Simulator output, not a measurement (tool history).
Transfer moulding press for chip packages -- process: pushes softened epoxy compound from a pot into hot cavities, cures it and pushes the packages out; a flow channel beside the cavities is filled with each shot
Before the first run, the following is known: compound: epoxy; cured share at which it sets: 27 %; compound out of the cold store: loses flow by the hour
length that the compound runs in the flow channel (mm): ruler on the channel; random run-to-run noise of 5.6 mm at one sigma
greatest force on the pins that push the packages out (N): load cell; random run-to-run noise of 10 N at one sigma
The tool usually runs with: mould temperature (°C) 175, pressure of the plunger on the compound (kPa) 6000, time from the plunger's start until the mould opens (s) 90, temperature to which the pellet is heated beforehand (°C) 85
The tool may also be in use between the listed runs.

run,hour,mould temperature (°C),pressure of the plunger on the compound (kPa),time from the plunger's start until the mould opens (s),temperature to which the pellet is heated beforehand (°C),incoming compound's hours out of the cold store,length that the compound runs in the flow channel (mm),greatest force on the pins that push the packages out (N)
1,0.0,175,6000,90,85,10.3,595,645
# hour 2.9: cavities cleaned with cleaning compound and waxed
2,8.2,175,6000,90,85,25.6,538,469
3,13.8,175,6000,90,85,19.0,561,520
4,23.3,175,6000,90,85,14.1,573,553
5,32.5,175,6000,90,85,37.9,495,547
# hour 43.0: cavities cleaned with cleaning compound and waxed
6,44.9,175,6000,90,85,10.6,590,485
7,54.7,175,6000,90,85,21.8,545,515
8,60.9,175,5030,90,85,9.3,530,540
# hour 63.9: mould's thermocouples calibrated
9,70.4,180,6080,90,85,39.9,478,477
10,75.6,180,6080,90,85,22.9,530,472
# hour 85.8: cavities cleaned with cleaning compound and waxed
11,86.1,175,6700,90,81,34.0,517,457
12,94.0,180,7150,90,85,43.7,504,428

Consider 4 possible next runs. They are alternatives, not a sequence: every one starts from the tool as it was left by run 12. What does each give?
A,101.9,172,7150,90,85,25.2,?,?
B,101.9,180,5430,90,86,34.1,?,?
C,101.9,180,7150,107,85,8.2,?,?
D,101.9,180,7150,90,93,45.2,?,?

run,length that the compound runs in the flow channel (mm),greatest force on the pins that push the packages out (N)
A,587,620
B,465,454
C,626,424
D,496,417
The same runs, with their run-to-run variation unchanged, on a tool lacking any hidden condition would have given:
run,length that the compound runs in the flow channel (mm),greatest force on the pins that push the packages out (N)
A,655,531
B,519,382
C,699,353
D,553,349
